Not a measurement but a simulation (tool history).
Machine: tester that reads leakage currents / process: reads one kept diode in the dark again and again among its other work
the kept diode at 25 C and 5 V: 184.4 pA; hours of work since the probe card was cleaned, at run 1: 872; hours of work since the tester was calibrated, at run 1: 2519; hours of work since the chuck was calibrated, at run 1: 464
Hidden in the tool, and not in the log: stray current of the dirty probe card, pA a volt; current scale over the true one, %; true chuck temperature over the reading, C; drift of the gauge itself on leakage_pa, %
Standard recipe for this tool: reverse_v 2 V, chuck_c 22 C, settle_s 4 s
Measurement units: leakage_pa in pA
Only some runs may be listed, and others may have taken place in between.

run    hour  reverse_v  chuck_c  settle_s  hours of work since the probe card was cleaned  hours of work since the tester was calibrated  hours of work since the chuck was calibrated  leakage_pa
  1       0          2       22         4                                             872                                           2519                                           464       81.55
  2   147.8          2       22         4                                             937                                           2584                                           529       81.41
  3   282.5          2       22         4                                             997                                           2643                                           588       81.58
  4   406.6       6.35       22         4                                            1052                                           2698                                           643      157.41
  5   569.2       6.35       22         4                                            1124                                           2770                                           715      157.88
  6   738.2          2       22      3.16                                            1198                                           2845                                           790       81.62
  7   845.2          2       22      0.31                                            1246                                           2892                                           837       82.13
  8   933.1          2       22      0.31                                            1284                                           2931                                           876       82.84
  9  1031.4          2       22      0.31                                            1328                                           2974                                           919       82.11
 10  1136.9       7.87       22         4                                            1375                                           3021                                           966      177.29
 11  1221.3       7.87       22      0.37                                            1412                                           3058                                          1003       181.2
 12  1320.2       7.87       22      0.37                                            1456                                           3102                                          1047      180.52
 13  1477.5       6.02       35       1.8                                            1525                                           3172                                          1116      527.33
     1509.5  -- chuck's temperature calibrated
 14  1611.5          2       40         4                                            1583                                           3230                                            45      440.74
 15  1768.3      10.82       24      0.32                                            1653                                           3299                                           114      263.86
 16  1848.5       8.29       22         4                                            1688                                           3335                                           150      183.16
 17  1994.1       2.25       22         4                                            1752                                           3399                                           214       87.15
 18    2076       2.25       22         4                                            1789                                           3435                                           250       87.02
 19  2178.8       1.15       55      4.51                                            1834                                           3481                                           296     1150.39
 20  2278.9          2       22      2.13                                            1878                                           3525                                           340       81.92
 21  2432.3       5.92       21      1.19                                            1946                                           3593                                           408       137.3
 22  2602.2      11.24       45      1.03                                            2021                                           3668                                           483     1827.39

Each row is a separate what-if for the run after 22, all from the same tool condition, not one after another. Results?
  A  2750.1       4.31       53      0.71                                            2087                                           3733                                           548           ?
  B  2750.1       1.89       45      0.81                                            2087                                           3733                                           548           ?
  C  2750.1          2       22      1.87                                            2087                                           3733                                           548           ?
  D  2750.1       2.09       43      4.12                                            2087                                           3733                                           548           ?
  E  2750.1      11.24       50      1.03                                            2087                                           3733                                           548           ?

run  leakage_pa
  A     2071.63
  B      662.22
  C       81.67
  D       591.1
  E      2778.6
Stripped of hidden state, with their random variation kept, the same runs would have yielded:
run  leakage_pa
  A     2071.24
  B      662.09
  C       81.64
  D      590.98
  E     2778.03
